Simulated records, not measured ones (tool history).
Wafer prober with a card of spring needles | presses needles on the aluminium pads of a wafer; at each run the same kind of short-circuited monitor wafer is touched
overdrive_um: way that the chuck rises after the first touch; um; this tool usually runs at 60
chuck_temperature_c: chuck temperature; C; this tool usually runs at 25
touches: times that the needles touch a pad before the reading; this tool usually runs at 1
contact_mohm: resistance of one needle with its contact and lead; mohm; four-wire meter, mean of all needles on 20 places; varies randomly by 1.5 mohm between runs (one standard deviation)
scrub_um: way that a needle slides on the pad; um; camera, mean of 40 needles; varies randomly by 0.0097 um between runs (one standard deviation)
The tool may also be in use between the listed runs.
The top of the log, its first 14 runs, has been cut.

run   hour  overdrive_um  chuck_temperature_c  touches  contact_mohm  scrub_um
 15  164.6            60                   25        2           161    10.531
     169.3  -- tips cleaned on abrasive film
 16  173.5            60                   61        2           153    10.536
     183.9  -- tips cleaned on abrasive film
 17  187.4            60                   61        2           153    10.538
     198.6  -- tips cleaned on abrasive film
 18  199.9            52                   51        2           152     9.111
     213.7  -- tips cleaned on abrasive film
 19  213.7            52                   35        2           143     9.094
 20  227.5            52                   29        2           177     9.088
     228.8  -- tips cleaned on abrasive film
 21  238.3            62                   86        3           157     10.86
     244.1  -- tips cleaned on abrasive film
 22  252.3            49                  117        1           201     8.557
     259.2  -- tips cleaned on abrasive film
 23  262.4            49                  117        1           180     8.541
     274.3  -- tips cleaned on abrasive film
 24  276.2            46                  117        2           165     8.024
     289.1  -- tips cleaned on abrasive film
 25  291.7            45                   27        2           158      7.82
     303.7  -- tips cleaned on abrasive film
 26  305.9            48                   48        2           158     8.351
     318.9  -- tips cleaned on abrasive film
 27  319.6            48                   48        2           153     8.337
 28  331.4            57                   25        1           195      9.94
     333.4  -- tips cleaned on abrasive film
 29  343.5            50                   25        1           202     8.686
     347.9  -- tips cleaned on abrasive film
 30  356.3            50                   25        1           192     8.679
     362.7  -- tips cleaned on abrasive film
 31  369.2            56                   33        3           151     9.721
     370.8  -- height of the first contact set anew
 32  376.4            68                   65        2           163    12.018
     377.5  -- tips cleaned on abrasive film
 33  387.4            76                  121        1           175    13.421

What if the next run were any one of these 4? Each begins from the tool's condition after run 33:
     392.8  -- tips cleaned on abrasive film
  A  402.5            76                  121        2             ?         ?
     392.8  -- tips cleaned on abrasive film
  B  402.5            76                  121        2             ?         ?
     392.8  -- tips cleaned on abrasive film
  C  402.5            61                   25        2             ?         ?
     392.8  -- tips cleaned on abrasive film
  D  402.5            69                   29        1             ?         ?

run  contact_mohm  scrub_um
  A           165    13.396
  B           164    13.407
  C           161    10.778
  D           171    12.171
What these runs would have given with no unlogged condition in the tool:
run  contact_mohm  scrub_um
  A           149    13.413
  B           148    13.424
  C           134    10.795
  D           134    12.188

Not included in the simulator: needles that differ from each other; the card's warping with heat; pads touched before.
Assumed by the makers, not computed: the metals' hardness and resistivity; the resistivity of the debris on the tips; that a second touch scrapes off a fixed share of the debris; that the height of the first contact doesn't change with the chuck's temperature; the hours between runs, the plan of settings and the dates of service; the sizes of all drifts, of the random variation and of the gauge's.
